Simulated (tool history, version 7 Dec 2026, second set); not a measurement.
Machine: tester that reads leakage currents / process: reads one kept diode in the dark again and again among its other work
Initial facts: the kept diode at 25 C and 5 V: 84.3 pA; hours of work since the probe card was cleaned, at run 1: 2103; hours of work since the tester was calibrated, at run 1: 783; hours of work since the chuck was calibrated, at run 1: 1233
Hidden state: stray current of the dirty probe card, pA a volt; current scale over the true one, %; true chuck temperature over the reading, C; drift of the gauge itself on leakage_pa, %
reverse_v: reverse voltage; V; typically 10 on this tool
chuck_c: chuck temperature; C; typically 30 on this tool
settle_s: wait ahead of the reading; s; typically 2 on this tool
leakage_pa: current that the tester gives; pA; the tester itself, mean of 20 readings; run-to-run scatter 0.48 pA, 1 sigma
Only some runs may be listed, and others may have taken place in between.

run    hour  reverse_v  chuck_c  settle_s  hours of work since the probe card was cleaned  hours of work since the tester was calibrated  hours of work since the chuck was calibrated  leakage_pa
  1       0         10       30         2                                            2103                                            783                                          1233      158.32
  2    44.3         10       30         2                                            2127                                            807                                          1257      158.52
  3    78.4         10       30         2                                            2146                                            825                                          1276      157.71
  4   138.1         10       30         2                                            2178                                            857                                          1308      157.43
  5   186.8         10       30         2                                            2205                                            884                                          1335         157
      223.6  -- chuck's temperature calibrated
  6   237.5         10       30         2                                            2231                                            910                                             8      172.72
  7   274.1         10       30         2                                            2251                                            930                                            27      172.34
  8   307.9         10       30      4.63                                            2269                                            948                                            46       171.7
      343.8  -- probe card cleaned and baked
  9   369.1         10       52         2                                              14                                            980                                            77      693.81
 10   394.5         10       52         2                                              28                                            994                                            91      694.45
 11   450.8         10       52         2                                              58                                           1024                                           122      691.54
 12   483.9         10       52         2                                              76                                           1042                                           140      692.32
 13   518.7         10       52         2                                              95                                           1061                                           158      691.62
 14   571.2         10       52         2                                             123                                           1090                                           187      690.66
 15   625.3         10       52         2                                             153                                           1119                                           216      689.28
 16   651.6         10       52      2.15                                             167                                           1133                                           230      687.09
      694.4  -- probe card cleaned and baked, once more
 17   701.6         10       52      2.15                                               4                                           1159                                           256      668.72
 18   743.8         10       52      2.15                                              27                                           1182                                           279         666
 19   770.9         10       52      2.15                                              41                                           1196                                           294      667.49
 20   804.9         10       52      2.15                                              60                                           1215                                           312      667.03
 21   865.3         10       52      2.15                                              93                                           1248                                           345       666.8
 22   916.1        3.8       35         2                                             120                                           1275                                           372      151.71
 23   960.3        4.7       36      6.24                                             144                                           1299                                           396       175.6
 24  1011.2        2.9       23      2.49                                             172                                           1327                                           424       58.15
 25    1040         10       38       6.7                                             187                                           1342                                           439       270.2

Expected results for the next run?
 26  1064.9         10       38       6.7                                             201                                           1356                                           453           ?

leakage_pa: 272.49 pA
Had the tool carried no hidden state, the very same run would have given leakage_pa 275.62 pA.
